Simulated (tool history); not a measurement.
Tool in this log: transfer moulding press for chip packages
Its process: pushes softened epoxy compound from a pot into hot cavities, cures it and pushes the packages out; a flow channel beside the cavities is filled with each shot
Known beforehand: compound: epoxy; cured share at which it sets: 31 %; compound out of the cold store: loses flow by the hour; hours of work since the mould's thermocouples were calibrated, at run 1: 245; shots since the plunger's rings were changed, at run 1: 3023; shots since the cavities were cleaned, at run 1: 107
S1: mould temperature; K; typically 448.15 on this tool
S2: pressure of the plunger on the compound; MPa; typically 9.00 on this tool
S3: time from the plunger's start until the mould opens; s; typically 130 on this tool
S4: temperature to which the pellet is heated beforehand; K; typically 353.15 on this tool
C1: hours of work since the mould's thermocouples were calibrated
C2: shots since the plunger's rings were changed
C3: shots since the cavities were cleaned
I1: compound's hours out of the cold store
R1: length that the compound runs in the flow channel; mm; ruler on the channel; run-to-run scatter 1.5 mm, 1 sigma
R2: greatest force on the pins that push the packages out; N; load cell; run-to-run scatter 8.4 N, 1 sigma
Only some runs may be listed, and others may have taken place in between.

run,hour,S1,S2,S3,S4,C1,C2,C3,I1,R1,R2
1,0.0,448.15,9.00,130,353.15,245,3023,107,29.7,590,360
2,49.0,448.15,9.00,130,353.15,266,3323,407,19.1,615,379
3,111.1,448.15,9.00,130,349.15,292,3703,787,19.5,609,363
4,170.3,448.15,9.00,130,349.15,316,4066,1150,45.0,560,348
# hour 175.9: cavities cleaned with cleaning compound and waxed
5,225.6,448.15,9.00,130,353.15,339,4395,304,22.3,605,352
6,280.9,447.15,9.00,130,353.15,362,4734,643,23.9,604,377
7,309.2,448.15,9.00,130,353.15,373,4908,817,43.7,561,353
8,337.0,448.15,9.00,130,353.15,385,5078,987,41.6,567,361
# hour 368.3: cavities cleaned with cleaning compound and waxed
9,394.1,448.15,9.00,130,353.15,408,5418,158,23.4,601,360
# hour 428.4: plunger's sealing rings changed
10,435.5,451.15,7.71,112,359.15,424,43,396,30.7,535,368
11,470.9,451.15,7.71,112,359.15,439,260,613,11.6,574,391
12,506.7,444.15,9.00,130,360.15,454,479,832,13.4,635,447
13,536.0,444.15,9.00,130,360.15,466,659,1012,10.8,642,452
# hour 566.3: cavities cleaned with cleaning compound and waxed
14,580.7,441.15,9.00,134,357.15,484,923,88,42.4,580,467
15,639.2,454.15,9.90,130,361.15,508,1281,446,35.8,591,311
16,684.6,454.15,9.90,130,361.15,527,1559,724,17.5,630,328
17,740.5,454.15,9.90,167,361.15,551,1902,1067,17.2,632,303
# hour 761.3: cavities cleaned with cleaning compound and waxed
18,787.6,442.15,9.69,158,353.15,570,2181,161,35.3,615,355

3 options for the next run, each taken on its own from the tool as it stands now. Forecast them:
A,813.7,441.15,9.00,130,353.15,581,2341,321,29.4,?,?
B,813.7,448.15,9.69,121,352.15,581,2341,321,8.3,?,?
C,813.7,448.15,8.83,130,355.15,581,2341,321,41.5,?,?

run,R1,R2
A,606,548
B,658,414
C,559,358
With no hidden state in the tool, these same runs would have given:
run,R1,R2
A,606,545
B,659,412
C,560,356
